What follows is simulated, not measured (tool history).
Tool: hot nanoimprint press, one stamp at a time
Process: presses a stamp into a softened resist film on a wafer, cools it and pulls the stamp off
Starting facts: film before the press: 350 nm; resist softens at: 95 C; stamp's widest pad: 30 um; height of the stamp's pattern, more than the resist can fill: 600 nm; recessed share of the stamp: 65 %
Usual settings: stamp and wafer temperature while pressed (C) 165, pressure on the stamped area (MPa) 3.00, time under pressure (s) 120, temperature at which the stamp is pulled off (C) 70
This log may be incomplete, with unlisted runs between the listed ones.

run	day	stamp and wafer temperature while pressed (C)	pressure on the stamped area (MPa)	time under pressure (s)	temperature at which the stamp is pulled off (C)	resist left under the stamp's widest pad (nm)	greatest force while the stamp is pulled off (N)
1	0.000	165	3.00	120	70	161.0	143
2	0.704	165	3.00	120	70	161.5	145
3	1.571	165	3.00	120	70	160.1	148
4	2.888	165	3.00	120	70	160.3	148
5	4.171	165	3.00	211	70	133.8	149
6	5.258	165	3.52	211	70	120.5	148
7	5.975	165	3.52	211	70	121.2	151
# day 6.196: plate thermocouple calibrated
8	7.096	165	3.52	211	67	114.3	154
9	8.075	163	3.75	211	67	117.6	155
10	9.079	163	3.62	211	67	120.2	157
11	10.350	158	3.00	120	71	188.4	148

The logged runs with the hidden state left out (each run's random variation unchanged):
Unlogged tool condition in this case: true temperature over the reading, C; pressure that arrives at the usual setting, %; grip of the stamp's worn release coat, % over a new coat's; drift of the gauge itself on residual_nm, %; drift of the gauge itself on pull_off_n, %.
run	resist left under the stamp's widest pad (nm)	greatest force while the stamp is pulled off (N)
1	171.1	137
2	171.8	139
3	170.5	140
4	171.1	139
5	143.6	139
6	129.7	137
7	130.6	139
8	130.1	145
9	134.5	145
10	137.6	145
11	213.6	136
